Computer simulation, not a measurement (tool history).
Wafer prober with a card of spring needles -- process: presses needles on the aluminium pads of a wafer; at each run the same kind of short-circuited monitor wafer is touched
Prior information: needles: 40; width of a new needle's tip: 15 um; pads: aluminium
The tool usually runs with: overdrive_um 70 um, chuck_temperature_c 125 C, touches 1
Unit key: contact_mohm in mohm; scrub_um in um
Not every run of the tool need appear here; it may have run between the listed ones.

run	hour	overdrive_um	chuck_temperature_c	touches	contact_mohm	scrub_um
1	0.0	70	125	1	426	12.91
# hour 9.7: tips cleaned on abrasive film
# hour 25.9: tips cleaned on abrasive film
# hour 38.9: tips cleaned on abrasive film
# hour 52.0: tips cleaned on abrasive film
2	52.0	70	125	1	301	12.82
# hour 67.6: tips cleaned on abrasive film
# hour 83.3: tips cleaned on abrasive film
3	87.7	70	125	1	417	12.80
# hour 97.5: tips cleaned on abrasive film
# hour 113.7: tips cleaned on abrasive film
# hour 129.9: tips cleaned on abrasive film
4	130.0	70	125	1	296	12.77
# hour 143.0: tips cleaned on abrasive film
# hour 159.1: tips cleaned on abrasive film
# hour 172.1: tips cleaned on abrasive film
5	173.5	70	125	2	317	12.68
# hour 185.9: tips cleaned on abrasive film
# hour 201.3: tips cleaned on abrasive film
# hour 217.3: tips cleaned on abrasive film
# hour 232.9: tips cleaned on abrasive film
6	237.2	70	125	2	361	12.67
# hour 246.6: tips cleaned on abrasive film
# hour 259.6: tips cleaned on abrasive film
# hour 272.7: tips cleaned on abrasive film
# hour 288.8: tips cleaned on abrasive film
7	297.8	70	125	2	392	12.61
# hour 304.0: tips cleaned on abrasive film
# hour 319.8: tips cleaned on abrasive film
# hour 335.7: tips cleaned on abrasive film
# hour 351.6: tips cleaned on abrasive film
# hour 351.9: height of the first contact set anew
8	357.2	70	43	1	435	12.31
# hour 366.4: tips cleaned on abrasive film
# hour 382.5: tips cleaned on abrasive film
# hour 398.3: tips cleaned on abrasive film
9	408.7	70	125	1	495	12.31
# hour 412.0: tips cleaned on abrasive film
# hour 427.9: tips cleaned on abrasive film
# hour 441.3: tips cleaned on abrasive film
10	441.3	70	125	1	319	12.24
# hour 457.3: tips cleaned on abrasive film
# hour 473.5: tips cleaned on abrasive film
# hour 489.7: tips cleaned on abrasive film
11	491.2	70	125	1	353	12.21
# hour 503.9: tips cleaned on abrasive film
# hour 516.9: tips cleaned on abrasive film
# hour 526.9: height of the first contact set anew, once more
# hour 530.2: tips cleaned on abrasive film
12	539.6	68	125	1	480	12.52
# hour 545.8: tips cleaned on abrasive film
# hour 561.5: tips cleaned on abrasive film
# hour 577.2: tips cleaned on abrasive film
# hour 590.2: tips cleaned on abrasive film
13	593.5	68	125	1	402	12.45
# hour 605.7: tips cleaned on abrasive film
# hour 621.9: tips cleaned on abrasive film
# hour 637.6: tips cleaned on abrasive film
14	637.8	68	125	1	310	12.43
# hour 653.4: tips cleaned on abrasive film
# hour 669.6: tips cleaned on abrasive film
# hour 685.4: tips cleaned on abrasive film
15	695.2	57	35	3	387	10.34
# hour 698.5: tips cleaned on abrasive film
# hour 711.5: tips cleaned on abrasive film
# hour 726.7: tips cleaned on abrasive film
# hour 742.4: tips cleaned on abrasive film
16	747.6	72	125	2	369	13.05
# hour 757.0: tips cleaned on abrasive film
# hour 772.4: tips cleaned on abrasive film
# hour 785.7: tips cleaned on abrasive film
17	785.7	70	96	3	283	12.66
# hour 801.3: tips cleaned on abrasive film
# hour 817.3: tips cleaned on abrasive film
# hour 830.3: tips cleaned on abrasive film
18	832.9	59	27	2	358	10.57
# hour 845.4: tips cleaned on abrasive film
# hour 861.1: tips cleaned on abrasive film
# hour 876.9: tips cleaned on abrasive film
# hour 883.6: height of the first contact set anew
# hour 890.2: tips cleaned on abrasive film
19	897.6	65	46	1	473	11.95
# hour 903.6: tips cleaned on abrasive film
# hour 916.6: tips cleaned on abrasive film
# hour 931.5: tips cleaned on abrasive film
# hour 947.6: tips cleaned on abrasive film
# hour 960.8: tips cleaned on abrasive film
20	960.8	58	74	1	312	10.62
# hour 976.6: tips cleaned on abrasive film
# hour 992.5: tips cleaned on abrasive film
# hour 1008.2: tips cleaned on abrasive film
21	1020.2	74	98	3	357	13.50

What will run 22 give?
# hour 1023.0: tips cleaned on abrasive film
# hour 1038.9: tips cleaned on abrasive film
# hour 1054.8: tips cleaned on abrasive film
22	1063.7	53	87	2	?	?

contact_mohm: 494 mohm
scrub_um: 9.59 um
Had the tool carried no hidden state, the very same run would have given contact_mohm 278 mohm, scrub_um 9.75 um.

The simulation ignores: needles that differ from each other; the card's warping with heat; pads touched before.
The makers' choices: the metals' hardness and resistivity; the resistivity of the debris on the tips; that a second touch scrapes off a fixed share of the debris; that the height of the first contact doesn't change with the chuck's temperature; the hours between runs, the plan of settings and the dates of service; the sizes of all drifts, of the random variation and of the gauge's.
